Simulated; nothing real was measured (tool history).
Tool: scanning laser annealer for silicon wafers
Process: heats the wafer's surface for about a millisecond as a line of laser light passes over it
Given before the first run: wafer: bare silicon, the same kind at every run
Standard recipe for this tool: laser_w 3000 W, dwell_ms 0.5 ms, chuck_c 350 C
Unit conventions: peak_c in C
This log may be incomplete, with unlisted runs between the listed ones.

run   hour  laser_w  dwell_ms  chuck_c  peak_c
  1      0     3000       0.5      350    1094
  2    6.9     3000       0.5      350    1097
  3     14     3000     0.539      350    1129
  4   22.7     3000     0.539      350    1129
  5   27.3     3000     0.539      350    1129
  6   34.2     3000       0.5      350    1098
  7   39.1     3000       0.5      350    1097
  8   47.2     3000       0.5      350    1096
  9   55.6     3000       0.5      350    1094
 10     64     3000       0.5      350    1096
 11   71.8     3293       0.5      350    1175
 12   80.1     3293       0.5      350    1168
 13   86.6     3293       0.5      350    1176
 14   93.1     3000     0.543      350    1129
 15   97.9     3000     0.543      350    1130
     100.8  -- window over the wafer cleaned
 16  104.9     3000       0.5      350    1094
 17  111.1     3000       0.5      350    1092
 18  120.6     3000       0.5      350    1094
 19  128.3     3000     0.435      350    1037
 20  134.4     3000     0.355      350     962
 21  138.3     3000     0.355      350     964
     143.8  -- window over the wafer cleaned, once more
 22  146.7     3000     0.355      350     966
 23  152.4     3112     0.564      350    1181
 24  156.6     3112     0.564      350    1182
 25  163.7     2784     0.453      357    1008
 26  172.1     2761       0.5      381    1059
 27  180.3     3203     0.373      336    1012
 28  185.3     3252     0.573      347    1223
 29  192.1     3068     0.565      347    1167
 30  196.8     3000      0.38      322     960
 31  204.4     3000      0.45      350    1048
 32  210.1     3169     0.507      383    1175
 33  219.4     3169     0.356      383    1034
 34  224.2     3000     0.532      350    1122
 35  228.9     3000     0.532      350    1120
 36  236.8     3000     0.532      350    1122
 37  243.3     2731     0.606      385    1134
 38  251.8     2731     0.606      385    1134

Run 39 has not been measured yet. What should we expect?
 39  256.4     2731     0.606      385       ?

{"run 39": {"peak_c": 1134}}
With no hidden state in the tool, this same run would have given peak_c 1141 C.
